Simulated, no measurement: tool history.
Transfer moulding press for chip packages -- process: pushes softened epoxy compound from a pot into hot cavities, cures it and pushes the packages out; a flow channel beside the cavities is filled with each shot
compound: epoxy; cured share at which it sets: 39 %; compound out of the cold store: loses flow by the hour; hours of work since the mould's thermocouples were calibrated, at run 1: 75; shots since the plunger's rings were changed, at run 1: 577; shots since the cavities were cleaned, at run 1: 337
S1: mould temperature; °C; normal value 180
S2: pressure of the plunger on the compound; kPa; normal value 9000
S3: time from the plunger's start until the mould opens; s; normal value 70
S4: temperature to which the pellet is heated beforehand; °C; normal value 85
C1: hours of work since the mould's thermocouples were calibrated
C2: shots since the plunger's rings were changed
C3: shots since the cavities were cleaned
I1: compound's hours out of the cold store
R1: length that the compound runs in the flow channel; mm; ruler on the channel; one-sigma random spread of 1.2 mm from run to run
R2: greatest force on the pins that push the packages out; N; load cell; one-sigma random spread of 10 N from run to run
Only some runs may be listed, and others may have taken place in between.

{"run": 1, "day": 0.0, "S1": 180, "S2": 9000, "S3": 70, "S4": 85, "C1": 75, "C2": 577, "C3": 337, "I1": 39.9, "R1": 523, "R2": 477}
{"day": 0.625, "done": "cavities cleaned with cleaning compound and waxed"}
{"day": 2.375, "done": "cavities cleaned with cleaning compound and waxed"}
{"run": 2, "day": 3.712, "S1": 180, "S2": 9470, "S3": 70, "S4": 85, "C1": 122, "C2": 1638, "C3": 395, "I1": 41.4, "R1": 534, "R2": 442}
{"day": 4.238, "done": "cavities cleaned with cleaning compound and waxed"}
{"day": 6.129, "done": "cavities cleaned with cleaning compound and waxed"}
{"run": 3, "day": 7.738, "S1": 180, "S2": 9000, "S3": 70, "S4": 85, "C1": 174, "C2": 2791, "C3": 476, "I1": 21.0, "R1": 558, "R2": 494}
{"day": 8.104, "done": "cavities cleaned with cleaning compound and waxed"}
{"day": 8.608, "done": "plunger's sealing rings changed"}
{"day": 10.062, "done": "cavities cleaned with cleaning compound and waxed"}
{"run": 4, "day": 11.462, "S1": 180, "S2": 10570, "S3": 70, "S4": 85, "C1": 221, "C2": 825, "C3": 413, "I1": 17.3, "R1": 614, "R2": 493}
{"day": 11.95, "done": "cavities cleaned with cleaning compound and waxed"}
{"day": 13.842, "done": "cavities cleaned with cleaning compound and waxed"}
{"day": 15.725, "done": "cavities cleaned with cleaning compound and waxed"}
{"run": 5, "day": 15.804, "S1": 180, "S2": 9000, "S3": 55, "S4": 85, "C1": 276, "C2": 2054, "C3": 24, "I1": 23.4, "R1": 552, "R2": 784}
{"day": 17.425, "done": "cavities cleaned with cleaning compound and waxed"}
{"day": 19.104, "done": "plunger's sealing rings changed"}
{"day": 19.425, "done": "cavities cleaned with cleaning compound and waxed"}
{"run": 6, "day": 19.821, "S1": 180, "S2": 9000, "S3": 70, "S4": 85, "C1": 327, "C2": 193, "C3": 117, "I1": 24.5, "R1": 550, "R2": 483}
{"day": 21.383, "done": "cavities cleaned with cleaning compound and waxed"}
{"day": 23.238, "done": "cavities cleaned with cleaning compound and waxed"}
{"run": 7, "day": 23.246, "S1": 180, "S2": 8460, "S3": 70, "S4": 85, "C1": 371, "C2": 1169, "C3": 3, "I1": 45.8, "R1": 497, "R2": 444}
{"day": 25.071, "done": "cavities cleaned with cleaning compound and waxed"}
{"day": 26.8, "done": "cavities cleaned with cleaning compound and waxed"}
{"run": 8, "day": 26.8, "S1": 180, "S2": 8460, "S3": 70, "S4": 79, "C1": 416, "C2": 2183, "C3": 0, "I1": 34.2, "R1": 517, "R2": 479}
{"day": 28.658, "done": "cavities cleaned with cleaning compound and waxed"}
{"day": 29.638, "done": "plunger's sealing rings changed"}
{"run": 9, "day": 30.092, "S1": 180, "S2": 8460, "S3": 70, "S4": 79, "C1": 458, "C2": 134, "C3": 393, "I1": 33.2, "R1": 519, "R2": 466}
{"day": 30.617, "done": "cavities cleaned with cleaning compound and waxed"}
{"run": 10, "day": 32.079, "S1": 180, "S2": 8460, "S3": 70, "S4": 79, "C1": 483, "C2": 703, "C3": 432, "I1": 33.6, "R1": 518, "R2": 477}
{"day": 32.496, "done": "cavities cleaned with cleaning compound and waxed"}
{"day": 34.4, "done": "cavities cleaned with cleaning compound and waxed"}
{"run": 11, "day": 35.283, "S1": 180, "S2": 8460, "S3": 70, "S4": 79, "C1": 524, "C2": 1614, "C3": 261, "I1": 36.5, "R1": 513, "R2": 466}
{"day": 36.258, "done": "cavities cleaned with cleaning compound and waxed"}
{"day": 37.975, "done": "cavities cleaned with cleaning compound and waxed"}
{"run": 12, "day": 38.017, "S1": 176, "S2": 9000, "S3": 70, "S4": 85, "C1": 559, "C2": 2386, "C3": 12, "I1": 8.1, "R1": 595, "R2": 624}
{"day": 39.9, "done": "cavities cleaned with cleaning compound and waxed"}
{"day": 40.35, "done": "plunger's sealing rings changed"}
{"run": 13, "day": 40.858, "S1": 184, "S2": 9000, "S3": 70, "S4": 95, "C1": 595, "C2": 149, "C3": 253, "I1": 12.8, "R1": 563, "R2": 413}
{"day": 41.771, "done": "cavities cleaned with cleaning compound and waxed"}
{"day": 43.592, "done": "cavities cleaned with cleaning compound and waxed"}
{"run": 14, "day": 44.088, "S1": 177, "S2": 9000, "S3": 73, "S4": 85, "C1": 636, "C2": 1067, "C3": 146, "I1": 46.7, "R1": 518, "R2": 486}
{"day": 45.488, "done": "cavities cleaned with cleaning compound and waxed"}
{"day": 46.292, "done": "mould's thermocouples calibrated"}
{"run": 15, "day": 46.483, "S1": 175, "S2": 7930, "S3": 57, "S4": 92, "C1": 3, "C2": 1733, "C3": 270, "I1": 26.1, "R1": 524, "R2": 997}
{"day": 47.342, "done": "cavities cleaned with cleaning compound and waxed"}
{"day": 49.183, "done": "cavities cleaned with cleaning compound and waxed"}
{"run": 16, "day": 50.588, "S1": 175, "S2": 7930, "S3": 57, "S4": 92, "C1": 55, "C2": 2909, "C3": 415, "I1": 34.6, "R1": 510, "R2": 957}
{"day": 51.0, "done": "plunger's sealing rings changed"}
{"day": 51.062, "done": "cavities cleaned with cleaning compound and waxed"}
{"day": 52.783, "done": "cavities cleaned with cleaning compound and waxed"}
{"run": 17, "day": 53.417, "S1": 180, "S2": 9610, "S3": 70, "S4": 86, "C1": 90, "C2": 677, "C3": 187, "I1": 19.5, "R1": 579, "R2": 478}
{"day": 54.696, "done": "cavities cleaned with cleaning compound and waxed"}
{"day": 56.542, "done": "cavities cleaned with cleaning compound and waxed"}
{"run": 18, "day": 57.479, "S1": 186, "S2": 9080, "S3": 70, "S4": 85, "C1": 143, "C2": 1842, "C3": 277, "I1": 8.9, "R1": 570, "R2": 408}
{"day": 58.246, "done": "cavities cleaned with cleaning compound and waxed"}
{"day": 60.067, "done": "cavities cleaned with cleaning compound and waxed"}
{"run": 19, "day": 60.421, "S1": 174, "S2": 9000, "S3": 109, "S4": 81, "C1": 180, "C2": 2675, "C3": 105, "I1": 9.2, "R1": 598, "R2": 375}
{"day": 61.629, "done": "plunger's sealing rings changed"}
{"day": 62.046, "done": "cavities cleaned with cleaning compound and waxed"}
{"run": 20, "day": 63.458, "S1": 174, "S2": 9000, "S3": 109, "S4": 81, "C1": 218, "C2": 523, "C3": 417, "I1": 13.4, "R1": 589, "R2": 384}

Describe how what the log doesn't record of the tool's condition differs between the last listed run preceding each entry between runs and the first listed run following it.
Between runs 1 and 2: cavities cleaned with cleaning compound and waxed (day 0.625); cavities cleaned with cleaning compound and waxed (day 2.375)
  pressure that reaches the compound, % of what is set: 99.97 -> 99.92; grip of the stained cavities, % over clean ones': 1.5 -> 1.6
  measured minus no-state result, R2: +7 -> +7 N
Between runs 2 and 3: cavities cleaned with cleaning compound and waxed (day 4.238); cavities cleaned with cleaning compound and waxed (day 6.129)
  true mould temperature over the reading, C: 0 -> 0.01; pressure that reaches the compound, % of what is set: 99.92 -> 99.87; grip of the stained cavities, % over clean ones': 1.6 -> 1.7
  measured minus no-state result, R2: +7 -> +7 N
Between runs 3 and 4: cavities cleaned with cleaning compound and waxed (day 8.104); plunger's sealing rings changed (day 8.608); cavities cleaned with cleaning compound and waxed (day 10.062)
  pressure that reaches the compound, % of what is set: 99.87 -> 99.96; grip of the stained cavities, % over clean ones': 1.7 -> 1.6
  measured minus no-state result, R2: +7 -> +8 N
Between runs 4 and 5: cavities cleaned with cleaning compound and waxed (day 11.950); cavities cleaned with cleaning compound and waxed (day 13.842); cavities cleaned with cleaning compound and waxed (day 15.725)
  pressure that reaches the compound, % of what is set: 99.96 -> 99.92; grip of the stained cavities, % over clean ones': 1.6 -> 0.2
  measured minus no-state result, R2: +8 -> +1 N
Between runs 5 and 6: cavities cleaned with cleaning compound and waxed (day 17.425); plunger's sealing rings changed (day 19.104); cavities cleaned with cleaning compound and waxed (day 19.425)
  true mould temperature over the reading, C: 0.01 -> 0.02; pressure that reaches the compound, % of what is set: 99.92 -> 99.98; grip of the stained cavities, % over clean ones': 0.2 -> 0.6
  measured minus no-state result, R2: +1 -> +2 N
Between runs 6 and 7: cavities cleaned with cleaning compound and waxed (day 21.383); cavities cleaned with cleaning compound and waxed (day 23.238)
  pressure that reaches the compound, % of what is set: 99.98 -> 99.95; grip of the stained cavities, % over clean ones': 0.6 -> 0.1
  measured minus no-state result, R2: +2 -> +0 N
Between runs 7 and 8: cavities cleaned with cleaning compound and waxed (day 25.071); cavities cleaned with cleaning compound and waxed (day 26.800)
  pressure that reaches the compound, % of what is set: 99.95 -> 99.91
  measured minus no-state result, R2: +0 -> +0 N
Between runs 8 and 9: cavities cleaned with cleaning compound and waxed (day 28.658); plunger's sealing rings changed (day 29.638)
  pressure that reaches the compound, % of what is set: 99.91 -> 99.99; grip of the stained cavities, % over clean ones': 0.1 -> 1.5
  measured minus no-state result, R2: +0 -> +7 N
Between runs 9 and 10: cavities cleaned with cleaning compound and waxed (day 30.617)
  pressure that reaches the compound, % of what is set: 99.99 -> 99.97; grip of the stained cavities, % over clean ones': 1.5 -> 1.6
  measured minus no-state result, R2: +7 -> +7 N
Between runs 10 and 11: cavities cleaned with cleaning compound and waxed (day 32.496); cavities cleaned with cleaning compound and waxed (day 34.400)
  true mould temperature over the reading, C: 0.02 -> 0.03; pressure that reaches the compound, % of what is set: 99.97 -> 99.93; grip of the stained cavities, % over clean ones': 1.6 -> 1.1
  measured minus no-state result, R2: +7 -> +5 N
Between runs 11 and 12: cavities cleaned with cleaning compound and waxed (day 36.258); cavities cleaned with cleaning compound and waxed (day 37.975)
  pressure that reaches the compound, % of what is set: 99.93 -> 99.9; grip of the stained cavities, % over clean ones': 1.1 -> 0.1
  measured minus no-state result, R2: +5 -> +0 N
Between runs 12 and 13: cavities cleaned with cleaning compound and waxed (day 39.900); plunger's sealing rings changed (day 40.350)
  pressure that reaches the compound, % of what is set: 99.9 -> 99.98; grip of the stained cavities, % over clean ones': 0.1 -> 1.3
  measured minus no-state result, R2: +0 -> +5 N
Between runs 13 and 14: cavities cleaned with cleaning compound and waxed (day 41.771); cavities cleaned with cleaning compound and waxed (day 43.592)
  pressure that reaches the compound, % of what is set: 99.98 -> 99.94; grip of the stained cavities, % over clean ones': 1.3 -> 0.9
  measured minus no-state result, R2: +5 -> +3 N
Between runs 14 and 15: cavities cleaned with cleaning compound and waxed (day 45.488); mould's thermocouples calibrated (day 46.292)
  true mould temperature over the reading, C: 0.03 -> 0; pressure that reaches the compound, % of what is set: 99.94 -> 99.92; grip of the stained cavities, % over clean ones': 0.9 -> 1.2
  measured minus no-state result, R2: +3 -> +11 N
Between runs 15 and 16: cavities cleaned with cleaning compound and waxed (day 47.342); cavities cleaned with cleaning compound and waxed (day 49.183)
  pressure that reaches the compound, % of what is set: 99.92 -> 99.87; grip of the stained cavities, % over clean ones': 1.2 -> 1.6
  measured minus no-state result, R2: +11 -> +15 N
Between runs 16 and 17: plunger's sealing rings changed (day 51.000); cavities cleaned with cleaning compound and waxed (day 51.062); cavities cleaned with cleaning compound and waxed (day 52.783)
  true mould temperature over the reading, C: 0 -> 0.01; pressure that reaches the compound, % of what is set: 99.87 -> 99.97; grip of the stained cavities, % over clean ones': 1.6 -> 0.9
  measured minus no-state result, R2: +15 -> +4 N
Between runs 17 and 18: cavities cleaned with cleaning compound and waxed (day 54.696); cavities cleaned with cleaning compound and waxed (day 56.542)
  pressure that reaches the compound, % of what is set: 99.97 -> 99.92; grip of the stained cavities, % over clean ones': 0.9 -> 1.2
  measured minus no-state result, R2: +4 -> +4 N
Between runs 18 and 19: cavities cleaned with cleaning compound and waxed (day 58.246); cavities cleaned with cleaning compound and waxed (day 60.067)
  pressure that reaches the compound, % of what is set: 99.92 -> 99.89; grip of the stained cavities, % over clean ones': 1.2 -> 0.7
  measured minus no-state result, R2: +4 -> +3 N
Between runs 19 and 20: plunger's sealing rings changed (day 61.629); cavities cleaned with cleaning compound and waxed (day 62.046)
  pressure that reaches the compound, % of what is set: 99.89 -> 99.98; grip of the stained cavities, % over clean ones': 0.7 -> 1.6
  measured minus no-state result, R2: +3 -> +6 N
